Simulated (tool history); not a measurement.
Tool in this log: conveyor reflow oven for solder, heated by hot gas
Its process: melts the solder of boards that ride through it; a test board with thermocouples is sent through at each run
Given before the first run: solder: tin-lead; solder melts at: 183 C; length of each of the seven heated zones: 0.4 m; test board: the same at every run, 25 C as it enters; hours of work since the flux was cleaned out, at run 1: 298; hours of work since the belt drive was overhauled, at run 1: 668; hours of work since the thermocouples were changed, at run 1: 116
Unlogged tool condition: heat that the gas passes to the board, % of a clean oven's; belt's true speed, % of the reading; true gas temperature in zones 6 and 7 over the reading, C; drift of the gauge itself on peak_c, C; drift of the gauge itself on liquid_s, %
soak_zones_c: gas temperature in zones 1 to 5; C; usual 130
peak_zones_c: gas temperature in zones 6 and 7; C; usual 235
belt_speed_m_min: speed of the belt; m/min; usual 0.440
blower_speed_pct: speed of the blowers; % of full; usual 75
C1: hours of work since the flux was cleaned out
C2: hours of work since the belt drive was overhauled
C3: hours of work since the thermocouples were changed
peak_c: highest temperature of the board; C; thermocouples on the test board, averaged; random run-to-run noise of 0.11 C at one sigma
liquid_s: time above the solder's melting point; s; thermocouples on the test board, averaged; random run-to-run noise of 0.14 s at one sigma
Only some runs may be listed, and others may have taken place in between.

run 1 hour=0.0 | soak_zones_c=130 peak_zones_c=235 belt_speed_m_min=0.440 blower_speed_pct=75 | C1=298 C2=668 C3=116 | peak_c=220.4 liquid_s=83.7
-- hour=33.2 flux residue cleaned out of gas plates and filters
run 2 hour=59.4 | soak_zones_c=130 peak_zones_c=235 belt_speed_m_min=0.440 blower_speed_pct=75 | C1=20 C2=710 C3=157 | peak_c=222.7 liquid_s=86.5
run 3 hour=86.4 | soak_zones_c=130 peak_zones_c=235 belt_speed_m_min=0.440 blower_speed_pct=75 | C1=40 C2=730 C3=177 | peak_c=222.6 liquid_s=86.3
run 4 hour=124.1 | soak_zones_c=130 peak_zones_c=235 belt_speed_m_min=0.440 blower_speed_pct=75 | C1=69 C2=759 C3=206 | peak_c=222.7 liquid_s=86.0
-- hour=139.1 belt drive overhauled, speed set with a stopwatch
run 5 hour=160.8 | soak_zones_c=130 peak_zones_c=235 belt_speed_m_min=0.440 blower_speed_pct=85 | C1=94 C2=16 C3=231 | peak_c=223.4 liquid_s=86.1
run 6 hour=215.5 | soak_zones_c=130 peak_zones_c=235 belt_speed_m_min=0.440 blower_speed_pct=85 | C1=135 C2=58 C3=272 | peak_c=223.0 liquid_s=85.5
run 7 hour=264.9 | soak_zones_c=130 peak_zones_c=237 belt_speed_m_min=0.440 blower_speed_pct=75 | C1=173 C2=95 C3=310 | peak_c=223.0 liquid_s=85.2
run 8 hour=307.9 | soak_zones_c=130 peak_zones_c=237 belt_speed_m_min=0.440 blower_speed_pct=75 | C1=205 C2=128 C3=342 | peak_c=223.0 liquid_s=84.6
run 9 hour=352.9 | soak_zones_c=130 peak_zones_c=235 belt_speed_m_min=0.440 blower_speed_pct=84 | C1=239 C2=162 C3=376 | peak_c=222.3 liquid_s=84.9
run 10 hour=406.3 | soak_zones_c=126 peak_zones_c=235 belt_speed_m_min=0.373 blower_speed_pct=75 | C1=280 C2=203 C3=417 | peak_c=225.1 liquid_s=102.3
-- hour=461.2 flux residue cleaned out of gas plates and filters
run 11 hour=470.2 | soak_zones_c=126 peak_zones_c=235 belt_speed_m_min=0.373 blower_speed_pct=75 | C1=7 C2=247 C3=462 | peak_c=226.6 liquid_s=104.9
run 12 hour=528.8 | soak_zones_c=136 peak_zones_c=243 belt_speed_m_min=0.440 blower_speed_pct=75 | C1=51 C2=292 C3=506 | peak_c=230.6 liquid_s=94.6
run 13 hour=577.4 | soak_zones_c=138 peak_zones_c=223 belt_speed_m_min=0.398 blower_speed_pct=75 | C1=88 C2=329 C3=543 | peak_c=215.0 liquid_s=91.8
run 14 hour=612.7 | soak_zones_c=124 peak_zones_c=227 belt_speed_m_min=0.395 blower_speed_pct=67 | C1=115 C2=355 C3=570 | peak_c=215.8 liquid_s=85.7
run 15 hour=666.2 | soak_zones_c=116 peak_zones_c=227 belt_speed_m_min=0.382 blower_speed_pct=67 | C1=155 C2=396 C3=610 | peak_c=215.7 liquid_s=85.2
run 16 hour=726.8 | soak_zones_c=116 peak_zones_c=227 belt_speed_m_min=0.382 blower_speed_pct=67 | C1=201 C2=442 C3=656 | peak_c=215.3 liquid_s=84.8
run 17 hour=753.5 | soak_zones_c=132 peak_zones_c=235 belt_speed_m_min=0.429 blower_speed_pct=51 | C1=222 C2=462 C3=676 | peak_c=217.5 liquid_s=82.2

Measured result minus the same run's result without the hidden state. Both carry the same run-to-run variation, though not necessarily the same gauge scatter:
run=1 peak_c=-1.7 liquid_s=-0.9
run=2 peak_c=+0.6 liquid_s=+2.0
run=3 peak_c=+0.4 liquid_s=+1.9
run=4 peak_c=+0.3 liquid_s=+1.8
run=5 peak_c=-0.4 liquid_s=-0.4
run=6 peak_c=-0.6 liquid_s=-0.7
run=7 peak_c=-0.8 liquid_s=-0.8
run=8 peak_c=-1.1 liquid_s=-1.1
run=9 peak_c=-1.2 liquid_s=-1.3
run=10 peak_c=-1.0 liquid_s=-1.2
run=11 peak_c=+0.8 liquid_s=+1.3
run=12 peak_c=+0.4 liquid_s=+1.0
run=13 peak_c=+0.5 liquid_s=+0.9
run=14 peak_c=+0.2 liquid_s=+0.6
run=15 peak_c=+0.0 liquid_s=+0.2
run=16 peak_c=-0.2 liquid_s=-0.2
run=17 peak_c=-0.3 liquid_s=+0.3
